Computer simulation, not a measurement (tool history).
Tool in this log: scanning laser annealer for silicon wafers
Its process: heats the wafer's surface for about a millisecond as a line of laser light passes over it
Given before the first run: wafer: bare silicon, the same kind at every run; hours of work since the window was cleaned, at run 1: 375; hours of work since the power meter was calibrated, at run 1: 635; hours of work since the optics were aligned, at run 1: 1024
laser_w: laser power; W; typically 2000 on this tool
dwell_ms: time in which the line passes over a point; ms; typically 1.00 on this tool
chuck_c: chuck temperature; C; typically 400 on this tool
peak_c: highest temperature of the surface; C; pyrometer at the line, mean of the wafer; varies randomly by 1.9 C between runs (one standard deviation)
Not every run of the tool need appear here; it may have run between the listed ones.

run    hour  laser_w  dwell_ms  chuck_c  hours of work since the window was cleaned  hours of work since the power meter was calibrated  hours of work since the optics were aligned  peak_c
  1     0.0     2000      1.00      400                                         375                                                 635                                         1024    1120
  2    32.0     2000      1.07      400                                         393                                                 653                                         1041    1144
  3    58.7     2000      1.07      400                                         408                                                 668                                         1056    1143
  4   107.9     2000      1.00      400                                         435                                                 695                                         1084    1117
  5   152.9     2000      1.00      379                                         460                                                 720                                         1109    1098
  6   184.8     1848      1.00      400                                         478                                                 738                                         1126    1058
  7   215.8     1848      1.00      400                                         495                                                 755                                         1144    1056
  8   248.4     1848      1.00      400                                         513                                                 773                                         1162    1056
  9   272.6     1848      1.00      400                                         527                                                 787                                         1175    1053
 10   297.2     2005      1.00      400                                         541                                                 800                                         1189    1115
 11   351.6     2005      1.00      400                                         571                                                 831                                         1219    1112
 12   395.0     2005      1.00      400                                         595                                                 855                                         1244    1112
 13   445.7     2000      0.96      400                                         623                                                 883                                         1272    1093
 14   476.3     2000      0.91      400                                         640                                                 900                                         1289    1073
 15   505.3     2000      1.00      400                                         657                                                 916                                         1305    1109
 16   546.7     2000      1.00      400                                         680                                                 940                                         1328    1103
 17   584.6     2000      1.00      400                                         701                                                 961                                         1349    1107
 18   614.9     2000      1.01      400                                         718                                                 977                                         1366    1108
 19   647.0     2000      1.01      400                                         736                                                 995                                         1384    1103
 20   682.8     2000      1.00      400                                         756                                                1015                                         1404    1099
 21   724.8     2000      1.00      400                                         779                                                1039                                         1427    1100
 22   761.2     2000      1.00      400                                         799                                                1059                                         1448    1097
 23   788.3     2000      1.00      400                                         814                                                1074                                         1463    1099
 24   830.5     2000      1.00      400                                         838                                                1098                                         1486    1097
      881.0  -- optics aligned, line set to its width
 25   881.0     2000      1.00      400                                         863                                                1123                                            0    1103
 26   919.4     1944      0.90      412                                         885                                                1144                                           21    1060
      949.6  -- window over the wafer cleaned
 27   967.5     1965      1.00      400                                          10                                                1170                                           47    1125
 28  1017.5     2076      0.84      390                                          38                                                1198                                           75    1096
 29  1055.2     2076      0.84      390                                          59                                                1219                                           96    1095
 30  1111.9     2076      0.84      390                                          90                                                1251                                          128    1092
 31  1155.8     1961      1.17      378                                         115                                                1275                                          152    1152
 32  1195.5     2006      1.00      400                                         137                                                1297                                          174    1133
 33  1232.9     1721      1.00      400                                         158                                                1318                                          195    1020
 34  1284.9     1809      0.89      365                                         187                                                1347                                          224     980
 35  1337.0     1809      0.89      365                                         216                                                1376                                          253     977
 36  1361.0     1724      0.73      421                                         229                                                1389                                          266     948
 37  1408.9     1724      0.88      370                                         256                                                1416                                          293     951
 38  1439.1     1724      0.88      370                                         273                                                1433                                          310     949
 39  1484.2     1820      1.06      417                                         298                                                1458                                          335    1092
 40  1529.2     1777      0.73      413                                         323                                                1483                                          360     955
 41  1562.1     2012      0.85      378                                         341                                                1501                                          378    1048

Describe how what the log doesn't record of the tool's condition differs between the last listed run preceding each entry between runs and the first listed run following it.
In the gap between runs 24 and 25: optics aligned, line set to its width (hour 881.0)
  light that passes the window, % of a clean one's: 95.37 -> 95.23; laser's true power over the reading, %: -1.16 -> -1.18; width of the line over the set one, %: 1.46 -> 0.08
  measured less the result without the state, peak_c: -53 -> -48 C
In the gap between runs 26 and 27: window over the wafer cleaned (hour 949.6)
  light that passes the window, % of a clean one's: 95.12 -> 99.69; laser's true power over the reading, %: -1.19 -> -1.21; width of the line over the set one, %: 0.1 -> 0.12
  measured less the result without the state, peak_c: -46 -> -13 C
